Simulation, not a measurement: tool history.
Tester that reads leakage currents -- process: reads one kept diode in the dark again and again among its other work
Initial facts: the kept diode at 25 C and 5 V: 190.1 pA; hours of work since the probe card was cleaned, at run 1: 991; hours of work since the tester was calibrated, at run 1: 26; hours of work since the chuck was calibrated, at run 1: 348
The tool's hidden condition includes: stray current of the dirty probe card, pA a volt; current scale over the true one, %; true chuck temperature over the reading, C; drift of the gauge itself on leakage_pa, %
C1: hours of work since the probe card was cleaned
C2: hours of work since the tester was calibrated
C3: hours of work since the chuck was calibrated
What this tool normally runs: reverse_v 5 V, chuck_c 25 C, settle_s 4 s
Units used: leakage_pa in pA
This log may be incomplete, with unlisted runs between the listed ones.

{"run": 1, "hour": 0.0, "reverse_v": 5, "chuck_c": 25, "settle_s": 4, "C1": 991, "C2": 26, "C3": 348, "leakage_pa": 210.36}
{"run": 2, "hour": 32.0, "reverse_v": 5, "chuck_c": 25, "settle_s": 4, "C1": 1013, "C2": 48, "C3": 369, "leakage_pa": 211.59}
{"run": 3, "hour": 55.2, "reverse_v": 5, "chuck_c": 25, "settle_s": 0.55, "C1": 1028, "C2": 64, "C3": 385, "leakage_pa": 215.71}
{"hour": 62.9, "done": "probe card cleaned and baked"}
{"run": 4, "hour": 78.0, "reverse_v": 5, "chuck_c": 25, "settle_s": 1.76, "C1": 10, "C2": 77, "C3": 399, "leakage_pa": 198.96}
{"run": 5, "hour": 100.8, "reverse_v": 5, "chuck_c": 25, "settle_s": 4, "C1": 26, "C2": 93, "C3": 414, "leakage_pa": 197.26}
{"run": 6, "hour": 131.8, "reverse_v": 5, "chuck_c": 25, "settle_s": 4, "C1": 47, "C2": 114, "C3": 435, "leakage_pa": 199.04}
{"run": 7, "hour": 150.6, "reverse_v": 2.39, "chuck_c": 25, "settle_s": 4, "C1": 60, "C2": 127, "C3": 448, "leakage_pa": 155.04}
{"run": 8, "hour": 164.4, "reverse_v": 2.39, "chuck_c": 25, "settle_s": 4, "C1": 69, "C2": 136, "C3": 457, "leakage_pa": 154.52}
{"run": 9, "hour": 195.6, "reverse_v": 2.39, "chuck_c": 25, "settle_s": 4, "C1": 90, "C2": 157, "C3": 479, "leakage_pa": 155.23}
{"run": 10, "hour": 210.2, "reverse_v": 2.39, "chuck_c": 25, "settle_s": 4, "C1": 100, "C2": 167, "C3": 489, "leakage_pa": 154.95}
{"run": 11, "hour": 237.5, "reverse_v": 5, "chuck_c": 26, "settle_s": 4, "C1": 119, "C2": 186, "C3": 507, "leakage_pa": 218.11}
{"run": 12, "hour": 269.5, "reverse_v": 5, "chuck_c": 25, "settle_s": 4, "C1": 140, "C2": 207, "C3": 529, "leakage_pa": 202.55}
{"run": 13, "hour": 283.0, "reverse_v": 5, "chuck_c": 25, "settle_s": 4, "C1": 150, "C2": 217, "C3": 538, "leakage_pa": 202.92}
{"run": 14, "hour": 296.1, "reverse_v": 5, "chuck_c": 25, "settle_s": 0.75, "C1": 159, "C2": 225, "C3": 547, "leakage_pa": 203.95}
{"run": 15, "hour": 317.7, "reverse_v": 5, "chuck_c": 25, "settle_s": 0.75, "C1": 173, "C2": 240, "C3": 562, "leakage_pa": 206.56}
{"run": 16, "hour": 342.6, "reverse_v": 5, "chuck_c": 25, "settle_s": 0.75, "C1": 190, "C2": 257, "C3": 579, "leakage_pa": 204.93}
{"run": 17, "hour": 356.8, "reverse_v": 5, "chuck_c": 25, "settle_s": 0.75, "C1": 200, "C2": 267, "C3": 588, "leakage_pa": 205.44}
{"run": 18, "hour": 387.6, "reverse_v": 5, "chuck_c": 23, "settle_s": 4, "C1": 221, "C2": 288, "C3": 609, "leakage_pa": 173.47}
{"run": 19, "hour": 412.4, "reverse_v": 1.46, "chuck_c": 25, "settle_s": 4, "C1": 238, "C2": 305, "C3": 626, "leakage_pa": 133.37}
{"run": 20, "hour": 430.5, "reverse_v": 1.46, "chuck_c": 25, "settle_s": 4, "C1": 250, "C2": 317, "C3": 638, "leakage_pa": 132.92}
{"run": 21, "hour": 448.1, "reverse_v": 1.46, "chuck_c": 25, "settle_s": 4, "C1": 262, "C2": 329, "C3": 650, "leakage_pa": 133.5}
{"run": 22, "hour": 470.2, "reverse_v": 3.24, "chuck_c": 27, "settle_s": 4, "C1": 277, "C2": 344, "C3": 665, "leakage_pa": 208.36}
{"run": 23, "hour": 483.5, "reverse_v": 2.65, "chuck_c": 54, "settle_s": 5.44, "C1": 286, "C2": 353, "C3": 674, "leakage_pa": 1565.95}
{"run": 24, "hour": 498.1, "reverse_v": 2.65, "chuck_c": 54, "settle_s": 5.44, "C1": 296, "C2": 363, "C3": 684, "leakage_pa": 1575.94}
{"run": 25, "hour": 530.3, "reverse_v": 1.3, "chuck_c": 23, "settle_s": 1.23, "C1": 318, "C2": 385, "C3": 706, "leakage_pa": 109.53}
{"run": 26, "hour": 557.6, "reverse_v": 1.3, "chuck_c": 23, "settle_s": 1.23, "C1": 336, "C2": 403, "C3": 725, "leakage_pa": 110.05}
{"run": 27, "hour": 579.9, "reverse_v": 5, "chuck_c": 46, "settle_s": 1.53, "C1": 351, "C2": 418, "C3": 740, "leakage_pa": 1098.49}
{"run": 28, "hour": 598.6, "reverse_v": 1.51, "chuck_c": 45, "settle_s": 0.45, "C1": 364, "C2": 431, "C3": 753, "leakage_pa": 680.02}
{"run": 29, "hour": 625.6, "reverse_v": 18.77, "chuck_c": 25, "settle_s": 5.88, "C1": 382, "C2": 449, "C3": 771, "leakage_pa": 342.83}
{"run": 30, "hour": 646.3, "reverse_v": 1.87, "chuck_c": 50, "settle_s": 2.25, "C1": 397, "C2": 464, "C3": 785, "leakage_pa": 1060.46}
{"run": 31, "hour": 670.0, "reverse_v": 1.87, "chuck_c": 50, "settle_s": 2.25, "C1": 413, "C2": 480, "C3": 801, "leakage_pa": 1060.02}
{"run": 32, "hour": 690.4, "reverse_v": 5, "chuck_c": 27, "settle_s": 1.41, "C1": 427, "C2": 493, "C3": 815, "leakage_pa": 250.48}
{"run": 33, "hour": 707.1, "reverse_v": 9.92, "chuck_c": 29, "settle_s": 4, "C1": 438, "C2": 505, "C3": 826, "leakage_pa": 375.87}
{"run": 34, "hour": 733.6, "reverse_v": 9.16, "chuck_c": 25, "settle_s": 9.64, "C1": 456, "C2": 523, "C3": 844, "leakage_pa": 263.69}
{"run": 35, "hour": 754.2, "reverse_v": 9.16, "chuck_c": 25, "settle_s": 9.64, "C1": 470, "C2": 537, "C3": 858, "leakage_pa": 265.38}
{"run": 36, "hour": 777.8, "reverse_v": 9.16, "chuck_c": 25, "settle_s": 9.64, "C1": 486, "C2": 553, "C3": 874, "leakage_pa": 265.51}
{"run": 37, "hour": 791.2, "reverse_v": 6.68, "chuck_c": 25, "settle_s": 1.07, "C1": 495, "C2": 562, "C3": 884, "leakage_pa": 238.69}
{"hour": 817.6, "done": "chuck's temperature calibrated"}
{"run": 38, "hour": 821.3, "reverse_v": 6.68, "chuck_c": 25, "settle_s": 1.07, "C1": 514, "C2": 581, "C3": 3, "leakage_pa": 220.96}
{"run": 39, "hour": 837.9, "reverse_v": 6.68, "chuck_c": 25, "settle_s": 1.07, "C1": 525, "C2": 592, "C3": 14, "leakage_pa": 221.45}

What if the next run were any one of these 4? Each begins from the tool's condition after run 39:
{"run": "A", "hour": 868.6, "reverse_v": 10.64, "chuck_c": 20, "settle_s": 2.43, "C1": 546, "C2": 613, "C3": 35, "leakage_pa": "?"}
{"run": "B", "hour": 868.6, "reverse_v": 3.46, "chuck_c": 24, "settle_s": 0.83, "C1": 546, "C2": 613, "C3": 35, "leakage_pa": "?"}
{"run": "C", "hour": 868.6, "reverse_v": 2.09, "chuck_c": 42, "settle_s": 0.99, "C1": 546, "C2": 613, "C3": 35, "leakage_pa": "?"}
{"run": "D", "hour": 868.6, "reverse_v": 5, "chuck_c": 25, "settle_s": 1.63, "C1": 546, "C2": 613, "C3": 35, "leakage_pa": "?"}

run=A leakage_pa=177.15
run=B leakage_pa=159.19
run=C leakage_pa=567.13
run=D leakage_pa=199.06
With the hidden condition removed and each run's random variation left untouched, the same runs would have given:
run=A leakage_pa=161.47
run=B leakage_pa=154.68
run=C leakage_pa=566.8
run=D leakage_pa=192.31
